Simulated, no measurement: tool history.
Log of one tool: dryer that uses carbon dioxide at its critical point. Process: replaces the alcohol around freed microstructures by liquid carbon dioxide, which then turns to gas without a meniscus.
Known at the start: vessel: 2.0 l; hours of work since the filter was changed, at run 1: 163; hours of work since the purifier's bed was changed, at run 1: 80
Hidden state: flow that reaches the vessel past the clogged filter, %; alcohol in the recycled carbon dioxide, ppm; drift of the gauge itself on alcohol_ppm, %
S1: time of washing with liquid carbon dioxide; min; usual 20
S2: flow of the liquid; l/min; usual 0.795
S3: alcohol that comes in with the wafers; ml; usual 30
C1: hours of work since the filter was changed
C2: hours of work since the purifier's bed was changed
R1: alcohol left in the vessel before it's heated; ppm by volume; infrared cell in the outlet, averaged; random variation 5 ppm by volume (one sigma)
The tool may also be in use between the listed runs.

| run | day | S1 | S2 | S3 | C1 | C2 | R1 |
|---|---|---|---|---|---|---|---|
| 1 | 0.000 | 20 | 0.795 | 30 | 163 | 80 | 49 |
| 2 | 0.475 | 20 | 0.795 | 30 | 169 | 86 | 40 |
| 3 | 0.729 | 20 | 0.795 | 30 | 172 | 89 | 48 |
| 4 | 1.179 | 20 | 0.795 | 30 | 177 | 94 | 42 |
| 5 | 1.483 | 20 | 0.795 | 30 | 181 | 98 | 55 |
| 6 | 2.033 | 20 | 0.795 | 30 | 188 | 104 | 37 |
| 7 | 2.308 | 20 | 0.795 | 50 | 191 | 108 | 70 |
| 8 | 2.783 | 20 | 0.795 | 50 | 197 | 113 | 68 |
| 9 | 3.054 | 14 | 0.795 | 50 | 200 | 117 | 321 |
| 10 | 3.521 | 18 | 0.795 | 30 | 205 | 122 | 75 |
| 11 | 3.912 | 18 | 1.003 | 30 | 210 | 127 | 40 |
| 12 | 4.312 | 18 | 1.003 | 30 | 215 | 132 | 30 |
| 13 | 4.804 | 18 | 1.003 | 30 | 221 | 138 | 41 |
| 14 | 5.154 | 18 | 1.003 | 30 | 225 | 142 | 35 |
| 15 | 5.558 | 20 | 0.795 | 30 | 230 | 147 | 54 |
| 16 | 6.100 | 20 | 0.795 | 30 | 236 | 153 | 57 |
| 17 | 6.425 | 20 | 1.331 | 30 | 240 | 157 | 19 |
| 18 | 6.921 | 20 | 0.795 | 93 | 246 | 163 | 115 |
| 19 | 7.388 | 20 | 1.014 | 93 | 252 | 168 | 49 |
| 20 | 7.950 | 20 | 1.014 | 93 | 259 | 175 | 40 |
| 21 | 8.471 | 20 | 1.014 | 93 | 265 | 181 | 44 |
| 22 | 8.879 | 20 | 1.014 | 93 | 270 | 186 | 43 |
| 23 | 9.288 | 20 | 1.014 | 93 | 275 | 191 | 46 |
| 24 | 9.675 | 20 | 1.014 | 93 | 279 | 196 | 43 |
| 25 | 10.121 | 20 | 1.014 | 93 | 285 | 201 | 46 |
| 26 | 10.362 | 20 | 1.014 | 93 | 287 | 204 | 45 |
| 27 | 10.642 | 14 | 0.795 | 43 | 291 | 207 | 321 |
| 28 | 10.879 | 14 | 0.795 | 43 | 294 | 210 | 315 |
| 29 | 11.279 | 20 | 0.931 | 71 | 298 | 215 | 43 |
| 30 | 11.596 | 17 | 0.931 | 103 | 302 | 219 | 138 |
| 31 | 12.167 | 26 | 0.795 | 24 | 309 | 226 | 35 |
| 32 | 12.738 | 15 | 0.697 | 57 | 316 | 233 | 505 |
| 33 | 13.108 | 15 | 0.697 | 57 | 320 | 237 | 529 |
| 34 | 13.633 | 15 | 0.697 | 57 | 327 | 243 | 543 |
| 35 | 13.950 | 31 | 0.531 | 39 | 330 | 247 | 68 |
| 36 | 14.429 | 20 | 1.249 | 49 | 336 | 253 | 33 |
| 37 | 14.883 | 23 | 0.487 | 54 | 342 | 258 | 377 |
| 38 | 15.362 | 12 | 0.524 | 102 | 347 | 264 | 4457 |
| 39 | 15.875 | 12 | 0.524 | 102 | 354 | 270 | 4513 |
| 40 | 16.308 | 20 | 0.649 | 30 | 359 | 275 | 140 |
| 41 | 16.625 | 18 | 0.795 | 53 | 363 | 279 | 149 |
| 42 | 17.154 | 26 | 0.588 | 23 | 369 | 286 | 69 |
| 43 | 17.712 | 20 | 0.606 | 27 | 376 | 292 | 160 |
| 44 | 18.175 | 15 | 0.606 | 95 | 381 | 298 | 1441 |
| 45 | 18.596 | 24 | 0.795 | 30 | 386 | 303 | 48 |
| 46 | 19.062 | 24 | 0.795 | 30 | 392 | 308 | 47 |

Hidden state or all else? Some run-to-run changes of R1, split into what the settings, what came in and random variation would give without the hidden state, and what is left for the hidden state (with any gauge scatter that isn't in both results):
Run 37 -> 38: S1 23 -> 12, S2 0.487 -> 0.524, S3 54 -> 102. R1 +4080 ppm by volume: hidden state +396, all else +3684.
Run 39 -> 40: S1 12 -> 20, S2 0.524 -> 0.649, S3 102 -> 30. R1 -4373 ppm by volume: hidden state -449, all else -3924.
Run 44 -> 45: S1 15 -> 24, S2 0.606 -> 0.795, S3 95 -> 30. R1 -1393 ppm by volume: hidden state -220, all else -1173.
